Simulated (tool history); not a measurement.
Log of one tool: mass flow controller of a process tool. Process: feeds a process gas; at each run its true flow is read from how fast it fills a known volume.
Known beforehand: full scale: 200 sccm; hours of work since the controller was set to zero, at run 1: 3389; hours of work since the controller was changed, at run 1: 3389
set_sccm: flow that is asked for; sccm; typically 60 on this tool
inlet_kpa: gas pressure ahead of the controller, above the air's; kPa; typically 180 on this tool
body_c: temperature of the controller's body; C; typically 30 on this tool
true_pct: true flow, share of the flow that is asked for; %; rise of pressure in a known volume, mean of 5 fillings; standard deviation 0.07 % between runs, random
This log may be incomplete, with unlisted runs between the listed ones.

run      day  set_sccm  inlet_kpa  body_c  hours of work since the controller was set to zero  hours of work since the controller was changed  true_pct
  1    0.000        60        180      30                                                3389                                            3389    101.43
  2   12.288        60        180      30                                                3603                                            3603    101.67
  3   24.633        60        180      30                                                3819                                            3819    101.68
  4   36.012        60        180      30                                                4018                                            4018    101.89
  5   46.467        60        180      30                                                4200                                            4200    101.84
  6   57.896        60        180      30                                                4400                                            4400    102.07
  7   66.012       161        180      30                                                4541                                            4541    101.79
  8   78.429       161        225      30                                                4758                                            4758    101.59
  9   87.042       161        225      30                                                4909                                            4909    101.80
 10   92.704       161        225      30                                                5007                                            5007    101.93
 11  101.658       161        225      30                                                5164                                            5164    101.86
 12  107.483        60        180      30                                                5266                                            5266    102.44
     108.188  -- controller's zero set anew
 13  113.542        60        180      30                                                  93                                            5371    102.95
 14  125.196        60        180      30                                                 297                                            5574    103.10
 15  135.083        60        180      30                                                 470                                            5747    102.96
 16  148.033        60        180      30                                                 696                                            5973    103.22
 17  155.804        60        180      32                                                 831                                            6109    103.43
     161.738  -- controller's zero set anew, once more
 18  168.742        60        180      30                                                 122                                            6334    101.04
 19  174.592        60        180      30                                                 224                                            6436    101.13
 20  187.200        48        180      30                                                 445                                            6657    101.14
 21  197.762        48        180      30                                                 629                                            6841    101.33
 22  207.050        51        155      37                                                 791                                            7003    101.88
 23  214.954        51        196      31                                                 929                                            7141    101.46
 24  224.362        40        194      30                                                1093                                            7305    101.36
 25  235.900        69        180      30                                                1295                                            7507    101.74
 26  244.488       188        220      31                                                1445                                            7657    102.25
 27  252.888        24        177      31                                                1591                                            7803    102.42
 28  258.654        24        177      31                                                1692                                            7904    102.56
 29  269.108        25        180      30                                                1875                                            8087    102.63
 30  280.571        43        241      30                                                2075                                            8287    101.85
 31  292.654       114        213      24                                                2286                                            8498    101.77
 32  302.025        60        180      20                                                2449                                            8661    101.63
 33  314.225        69        182      30                                                2662                                            8874    102.37
 34  319.725        69        182      30                                                2758                                            8971    102.48
 35  331.692        69        182      30                                                2967                                            9179    102.54
 36  342.896        69        182      30                                                3163                                            9375    102.54
 37  351.712        69        182      30                                                3317                                            9529    102.70

Each row is a separate what-if for the run after 37, all from the same tool condition, not one after another. Results?
  A  360.312       151        180      30                                                3467                                            9679         ?
  B  360.312        36        211      34                                                3467                                            9679         ?
  C  360.312        69        182      38                                                3467                                            9679         ?
  D  360.312        84        210      39                                                3467                                            9679         ?

run  true_pct
  A    102.69
  B    103.56
  C    103.17
  D    103.07
With no hidden state in the tool, these same runs would have given:
run  true_pct
  A     99.91
  B     99.38
  C     99.87
  D     99.93
